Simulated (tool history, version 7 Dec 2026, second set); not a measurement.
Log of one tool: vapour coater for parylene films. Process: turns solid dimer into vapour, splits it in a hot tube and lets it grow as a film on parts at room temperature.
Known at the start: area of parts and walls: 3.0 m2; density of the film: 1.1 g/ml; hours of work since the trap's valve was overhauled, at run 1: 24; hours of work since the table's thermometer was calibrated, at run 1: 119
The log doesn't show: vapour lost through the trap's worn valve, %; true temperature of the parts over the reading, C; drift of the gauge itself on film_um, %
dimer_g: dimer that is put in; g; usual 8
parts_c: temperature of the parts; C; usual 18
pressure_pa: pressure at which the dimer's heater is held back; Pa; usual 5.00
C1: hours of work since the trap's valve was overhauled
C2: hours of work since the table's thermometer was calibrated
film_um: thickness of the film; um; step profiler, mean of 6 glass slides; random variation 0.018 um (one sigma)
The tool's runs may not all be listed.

run 1 hour=0.0 | dimer_g=8 parts_c=18 pressure_pa=5.00 | C1=24 C2=119 | film_um=1.19
run 2 hour=25.9 | dimer_g=8 parts_c=18 pressure_pa=5.00 | C1=35 C2=130 | film_um=1.19
run 3 hour=56.5 | dimer_g=8 parts_c=18 pressure_pa=5.00 | C1=48 C2=143 | film_um=1.18
run 4 hour=76.7 | dimer_g=8 parts_c=18 pressure_pa=5.00 | C1=57 C2=152 | film_um=1.19
run 5 hour=104.0 | dimer_g=8 parts_c=11 pressure_pa=5.00 | C1=69 C2=164 | film_um=1.50
run 6 hour=122.3 | dimer_g=8 parts_c=11 pressure_pa=5.00 | C1=77 C2=172 | film_um=1.46
run 7 hour=142.2 | dimer_g=8 parts_c=11 pressure_pa=5.00 | C1=85 C2=180 | film_um=1.50
run 8 hour=167.0 | dimer_g=11 parts_c=18 pressure_pa=6.15 | C1=96 C2=191 | film_um=1.58
run 9 hour=191.4 | dimer_g=11 parts_c=29 pressure_pa=5.34 | C1=107 C2=202 | film_um=1.09
run 10 hour=219.0 | dimer_g=11 parts_c=29 pressure_pa=5.34 | C1=119 C2=214 | film_um=1.13
run 11 hour=235.5 | dimer_g=3 parts_c=24 pressure_pa=8.73 | C1=126 C2=221 | film_um=0.34

Hidden state or all else? Some run-to-run changes of film_um, split into what the settings, what came in and random variation would give without the hidden state, and what is left for the hidden state (with any gauge scatter that isn't in both results):
Run 10 -> 11: dimer_g 11 -> 3, parts_c 29 -> 24, pressure_pa 5.34 -> 8.73. film_um -0.79 um: hidden state +0.02, all else -0.81.

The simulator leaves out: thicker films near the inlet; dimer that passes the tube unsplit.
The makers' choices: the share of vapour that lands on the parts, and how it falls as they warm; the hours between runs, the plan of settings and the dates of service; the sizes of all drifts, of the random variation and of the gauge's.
